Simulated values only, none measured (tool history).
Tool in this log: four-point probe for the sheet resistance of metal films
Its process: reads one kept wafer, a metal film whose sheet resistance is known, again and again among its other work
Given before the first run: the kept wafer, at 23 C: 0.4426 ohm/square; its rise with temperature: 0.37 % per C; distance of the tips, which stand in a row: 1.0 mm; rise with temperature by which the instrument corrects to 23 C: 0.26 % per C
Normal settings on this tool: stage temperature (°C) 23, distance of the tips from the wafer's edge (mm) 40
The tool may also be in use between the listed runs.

run    hour  stage temperature (°C)  distance of the tips from the wafer's edge (mm)  sheet resistance as the instrument gives it (ohm/square)
  1     0.0                      23                                               40                                                  0.442593
  2    68.5                      23                                               40                                                  0.442016
  3   118.7                      23                                               40                                                  0.441800
  4   152.0                      23                                               40                                                  0.441806
  5   211.0                      23                                               40                                                  0.441904
  6   251.9                      23                                               40                                                  0.442072
  7   282.5                      23                                               40                                                  0.441981
  8   348.2                      23                                               40                                                  0.442038
  9   376.9                      23                                               40                                                  0.442067
 10   409.3                      23                                               40                                                  0.441817
 11   460.7                      23                                               40                                                  0.442057
 12   513.1                      22                                               40                                                  0.441489
 13   579.2                      22                                               40                                                  0.441376
 14   642.2                      31                                               10                                                  0.448185
 15   697.5                      21                                               27                                                  0.441194
 16   741.5                      23                                                5                                                  0.451126
 17   771.9                      31                                               25                                                  0.445841
 18   808.6                      31                                               25                                                  0.446140
 19   854.2                      31                                               25                                                  0.446012
 20   892.2                      31                                               25                                                  0.445923
 21   941.6                      25                                                3                                                  0.467772
 22   969.7                      22                                               40                                                  0.441427
 23  1035.1                      19                                                4                                                  0.454244
 24  1065.9                      33                                               36                                                  0.446856
 25  1097.7                      33                                               36                                                  0.446844

Withheld: 1 entry from between the runs. Position of each, and hidden state at the listed run before versus the listed run after:
After run 1, before run 2: stage's thermometer calibrated (hour 27.8)
  inner tips' distance over the nominal, %: -0.166 -> -0.169; tips' flats over new ones', %: 12 -> 13; wafer's true temperature over the reading, C: 0.42 -> 0.01
  the result without the hidden state subtracted from the measured one, sheet resistance as the instrument gives it (ohm/square): -0.000109 -> -0.000793
